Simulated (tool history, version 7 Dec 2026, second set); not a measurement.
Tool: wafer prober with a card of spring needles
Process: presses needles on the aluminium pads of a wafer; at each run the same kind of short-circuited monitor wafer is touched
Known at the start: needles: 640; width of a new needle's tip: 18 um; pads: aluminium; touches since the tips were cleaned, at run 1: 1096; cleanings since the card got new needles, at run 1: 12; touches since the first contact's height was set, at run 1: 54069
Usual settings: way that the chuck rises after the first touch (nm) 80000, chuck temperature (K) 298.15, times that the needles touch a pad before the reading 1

run	hour	way that the chuck rises after the first touch (nm)	chuck temperature (K)	times that the needles touch a pad before the reading	touches since the tips were cleaned	cleanings since the card got new needles	touches since the first contact's height was set	resistance of one needle with its contact and lead (mohm)	way that a needle slides on the pad (nm)
1	0.0	80000	298.15	1	1096	12	54069	206	19780
# hour 7.7: tips cleaned on abrasive film
# hour 18.2: tips cleaned on abrasive film
# hour 28.1: tips cleaned on abrasive film
2	28.1	80000	298.15	1	0	15	64995	188	19720
# hour 38.2: tips cleaned on abrasive film
# hour 42.5: height of the first contact set anew
3	42.7	80000	298.15	1	1650	16	81	212	20130
# hour 49.2: tips cleaned on abrasive film
# hour 60.3: tips cleaned on abrasive film
# hour 71.5: tips cleaned on abrasive film
4	76.1	80000	305.15	1	1809	19	13115	218	20010
# hour 82.7: tips cleaned on abrasive film
# hour 94.0: tips cleaned on abrasive film
5	95.6	80000	298.15	1	616	21	20697	203	20030
# hour 104.9: tips cleaned on abrasive film
# hour 115.4: tips cleaned on abrasive film
6	115.4	80000	298.15	1	0	23	28422	190	19930
# hour 125.4: tips cleaned on abrasive film
# hour 136.7: tips cleaned on abrasive film
7	141.2	80000	344.15	1	1766	25	38517	219	19870
# hour 147.7: tips cleaned on abrasive film
# hour 159.0: tips cleaned on abrasive film
8	162.6	80000	344.15	1	1414	27	46856	223	19850
# hour 169.1: tips cleaned on abrasive film
# hour 180.4: tips cleaned on abrasive film
# hour 190.3: tips cleaned on abrasive film
9	190.3	81000	362.15	2	0	30	57639	196	20000
# hour 200.8: tips cleaned on abrasive film
# hour 211.5: tips cleaned on abrasive film
10	220.0	80000	337.15	1	3353	32	69262	244	19650
# hour 222.4: tips cleaned on abrasive film
# hour 225.2: height of the first contact set anew
# hour 234.1: tips cleaned on abrasive film
11	234.9	91000	319.15	2	302	34	3777	194	22900
# hour 245.5: tips cleaned on abrasive film
# hour 257.6: tips cleaned on abrasive film
12	266.5	83000	386.15	1	3499	36	16164	248	20750
# hour 269.1: tips cleaned on abrasive film
# hour 279.8: tips cleaned on abrasive film
13	282.1	83000	386.15	1	928	38	22226	222	20730
# hour 291.1: tips cleaned on abrasive film
# hour 302.8: tips cleaned on abrasive film
14	303.7	83000	386.15	1	349	40	30644	208	20670

Run 15 comes next. What will it give?
# hour 314.4: tips cleaned on abrasive film
# hour 325.8: tips cleaned on abrasive film
15	332.0	83000	386.15	1	2450	42	41711	?	?

resistance of one needle with its contact and lead (mohm): 238
way that a needle slides on the pad (nm): 20650
Without the tool's hidden state the same run would have given resistance of one needle with its contact and lead (mohm) 203, way that a needle slides on the pad (nm) 20910.

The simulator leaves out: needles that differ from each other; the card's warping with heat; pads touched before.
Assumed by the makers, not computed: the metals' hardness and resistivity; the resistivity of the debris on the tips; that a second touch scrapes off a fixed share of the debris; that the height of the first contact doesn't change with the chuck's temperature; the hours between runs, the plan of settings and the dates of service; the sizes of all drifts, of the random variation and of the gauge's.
